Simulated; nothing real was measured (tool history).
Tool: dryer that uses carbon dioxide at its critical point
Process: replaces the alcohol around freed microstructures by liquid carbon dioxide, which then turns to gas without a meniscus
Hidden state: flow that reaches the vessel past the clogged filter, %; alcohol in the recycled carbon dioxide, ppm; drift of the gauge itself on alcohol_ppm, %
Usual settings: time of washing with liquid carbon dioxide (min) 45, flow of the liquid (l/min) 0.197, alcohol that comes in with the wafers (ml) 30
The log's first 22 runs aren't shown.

run     day  time of washing with liquid carbon dioxide (min)  flow of the liquid (l/min)  alcohol that comes in with the wafers (ml)  hours of work since the filter was changed  hours of work since the purifier's bed was changed  alcohol left in the vessel before it's heated (ppm by volume)
 23  23.417                                                67                       0.197                                          30                                         301                                                 570                                                            137
 24  24.967                                                67                       0.197                                          30                                         315                                                 585                                                            142
     25.296  -- inlet filter changed
 25  26.438                                                67                       0.197                                          30                                          11                                                 598                                                            145
 26  27.562                                                52                       0.197                                          59                                          22                                                 609                                                            152
 27  28.375                                                43                       0.213                                          30                                          29                                                 617                                                            162
 28  29.129                                                39                       0.213                                          51                                          36                                                 624                                                            197
 29  30.158                                                40                       0.156                                          75                                          46                                                 634                                                            596
 30  31.033                                                40                       0.156                                          75                                          54                                                 642                                                            614
 31  32.462                                                49                       0.146                                          72                                          68                                                 655                                                            369
 32  33.129                                                38                       0.215                                          21                                          74                                                 662                                                            179
 33  34.221                                                38                       0.215                                          21                                          85                                                 672                                                            176
 34  35.042                                                38                       0.249                                          30                                          92                                                 680                                                            165
 35  35.942                                                45                        0.16                                          30                                         101                                                 688                                                            262
 36  36.988                                                33                        0.16                                          57                                         111                                                 698                                                            982
 37  38.254                                                59                       0.152                                          27                                         123                                                 710                                                            181
 38  39.479                                                59                       0.152                                          46                                         134                                                 722                                                            210
 39   40.75                                                60                       0.152                                          76                                         147                                                 734                                                            232
 40  41.638                                                45                       0.198                                         118                                         155                                                 742                                                            269
 41  42.712                                                59                       0.197                                          34                                         165                                                 753                                                            168
 42  43.742                                                45                       0.197                                          51                                         175                                                 762                                                            222
 43  45.221                                                27                       0.265                                          48                                         189                                                 776                                                            336
 44  45.883                                                27                       0.265                                          48                                         195                                                 783                                                            338
 45  46.933                                                39                       0.197                                          30                                         205                                                 793                                                            247
 46  48.542                                                45                       0.141                                          30                                         220                                                 808                                                            416
 47  49.217                                                45                       0.127                                          30                                         227                                                 814                                                            561

3 ways to go on from here, each from the tool as it stands after run 47. What would each give?
  A  50.762                                                45                       0.289                                          38                                         241                                                 829                                                              ?
  B  50.762                                                45                       0.134                                          24                                         241                                                 829                                                              ?
  C  50.762                                                45                       0.136                                          51                                         241                                                 829                                                              ?

run  alcohol left in the vessel before it's heated (ppm by volume)
  A                                                            196
  B                                                            418
  C                                                            664
Without the tool's hidden state the same runs would have given:
run  alcohol left in the vessel before it's heated (ppm by volume)
  A                                                              5
  B                                                            159
  C                                                            320
